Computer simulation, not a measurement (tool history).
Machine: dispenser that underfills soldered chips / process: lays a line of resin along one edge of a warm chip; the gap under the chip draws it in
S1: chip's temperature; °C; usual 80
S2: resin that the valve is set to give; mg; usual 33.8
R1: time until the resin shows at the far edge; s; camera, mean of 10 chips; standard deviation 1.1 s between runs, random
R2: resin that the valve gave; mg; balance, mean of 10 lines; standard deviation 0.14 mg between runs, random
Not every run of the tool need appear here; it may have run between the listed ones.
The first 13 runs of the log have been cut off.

{"run": 14, "hour": 51.0, "S1": 68, "S2": 33.8, "R1": 209.6, "R2": 32.04}
{"hour": 53.8, "done": "new syringe of resin"}
{"run": 15, "hour": 54.2, "S1": 68, "S2": 33.8, "R1": 167.8, "R2": 32.06}
{"run": 16, "hour": 57.8, "S1": 68, "S2": 33.8, "R1": 191.5, "R2": 31.93}
{"run": 17, "hour": 62.0, "S1": 68, "S2": 33.8, "R1": 218.2, "R2": 31.96}
{"hour": 64.1, "done": "new syringe of resin"}
{"run": 18, "hour": 65.1, "S1": 80, "S2": 33.8, "R1": 113, "R2": 31.93}
{"run": 19, "hour": 67.6, "S1": 70, "S2": 32.4, "R1": 176.3, "R2": 30.43}
{"run": 20, "hour": 70.1, "S1": 70, "S2": 32.4, "R1": 190.3, "R2": 30.47}
{"run": 21, "hour": 73.2, "S1": 70, "S2": 32.4, "R1": 209.6, "R2": 30.37}

What will run 22 give?
{"hour": 74.5, "done": "new syringe of resin"}
{"run": 22, "hour": 76.9, "S1": 70, "S2": 32.4, "R1": "?", "R2": "?"}

R1: 165.2 s
R2: 30.54 mg
On a tool with no hidden condition, and with the same random variation, this run would have come out at R1 149.7 s, R2 32.58 mg.
